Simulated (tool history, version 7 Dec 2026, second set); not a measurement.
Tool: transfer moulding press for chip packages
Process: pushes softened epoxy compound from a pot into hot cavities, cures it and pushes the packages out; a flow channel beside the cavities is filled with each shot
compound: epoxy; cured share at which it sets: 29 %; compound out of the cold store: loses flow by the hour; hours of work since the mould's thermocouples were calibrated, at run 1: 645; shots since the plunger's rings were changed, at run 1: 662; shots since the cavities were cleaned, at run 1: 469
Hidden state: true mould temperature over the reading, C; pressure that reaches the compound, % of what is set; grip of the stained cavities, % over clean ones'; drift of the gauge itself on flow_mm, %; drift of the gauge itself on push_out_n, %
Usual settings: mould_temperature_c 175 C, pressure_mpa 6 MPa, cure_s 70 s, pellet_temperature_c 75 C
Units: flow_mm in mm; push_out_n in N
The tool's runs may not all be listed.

run,hour,mould_temperature_c,pressure_mpa,cure_s,pellet_temperature_c,hours of work since the mould's thermocouples were calibrated,shots since the plunger's rings were changed,shots since the cavities were cleaned,incoming compound's hours out of the cold store,flow_mm,push_out_n
1,0,175,6,70,75,645,662,469,24.7,666,218
2,13.5,175,6,70,75,654,897,704,44.8,586,234
# hour 19.7: cavities cleaned with cleaning compound and waxed
3,37.2,175,6,70,75,668,1281,303,30.2,642,234
4,58.7,175,6,52,75,682,1654,676,35.3,618,410
# hour 67.1: cavities cleaned with cleaning compound and waxed
5,78.5,175,6,52,75,694,1971,198,24.3,670,452
# hour 86.4: mould's thermocouples calibrated
6,97.7,175,6,62,75,7,2270,497,8.8,726,307
# hour 115.3: cavities cleaned with cleaning compound and waxed
7,125.8,175,6,70,75,25,2730,181,43.9,589,224
8,149.1,175,6,70,75,40,3135,586,23.7,670,223
# hour 154: plunger's sealing rings changed
# hour 164.1: cavities cleaned with cleaning compound and waxed
9,173.4,175,6,70,66,53,310,161,46.8,579,232
10,193,175,6,70,66,65,650,501,23.1,669,240
# hour 212.1: cavities cleaned with cleaning compound and waxed
11,213.8,175,6,70,66,78,985,29,19.4,687,243
12,231.7,175,6,70,66,89,1295,339,9.1,742,241
13,252.6,169,6,70,66,103,1657,701,33.1,636,331
# hour 259.1: cavities cleaned with cleaning compound and waxed
14,268.3,169,6,70,66,112,1904,161,23.7,691,348
15,290.4,181,6,70,75,126,2287,544,20.7,668,208
16,302.5,181,6,70,75,134,2496,753,34.3,616,197
# hour 305.6: cavities cleaned with cleaning compound and waxed
17,323.5,181,6,70,75,147,2834,310,21.3,669,202
18,335.5,181,5.7,64,77,155,3043,519,15.3,683,211
# hour 346.1: plunger's sealing rings changed
# hour 354.2: cavities cleaned with cleaning compound and waxed
19,362.9,175,7.42,73,75,170,266,152,46.4,643,209
20,380.3,175,6.16,77,77,181,566,452,16.8,706,214
# hour 401: cavities cleaned with cleaning compound and waxed
21,402.1,175,6.16,77,77,194,918,18,43.4,590,210
22,417.4,175,6.16,77,77,204,1183,283,11.7,727,208
23,442.8,171,4.75,86,76,221,1625,725,12.1,645,216
# hour 448.5: cavities cleaned with cleaning compound and waxed
24,463.4,171,4.75,86,76,233,1956,260,22.6,615,216
25,477.8,171,4.75,86,76,242,2204,508,28.6,585,212
# hour 496.6: cavities cleaned with cleaning compound and waxed
26,505.1,169,5.07,86,76,259,2652,147,18.9,649,234
27,517.6,175,5.53,77,84,267,2869,364,46.5,555,200

4 ways to go on from here, each from the tool as it stands after run 27. What would each give?
# hour 537.5: plunger's sealing rings changed
A,540.8,180,5.53,77,84,280,56,722,29,?,?
# hour 537.5: plunger's sealing rings changed
B,540.8,175,4.93,52,84,280,56,722,39.9,?,?
# hour 537.5: plunger's sealing rings changed
C,540.8,169,6.6,63,84,280,56,722,23,?,?
# hour 537.5: plunger's sealing rings changed
D,540.8,183,6,62,69,280,56,722,18.3,?,?

run,flow_mm,push_out_n
A,606,201
B,540,400
C,718,404
D,672,209
Without the tool's hidden state the same runs would have given:
run,flow_mm,push_out_n
A,606,200
B,540,397
C,718,401
D,672,208
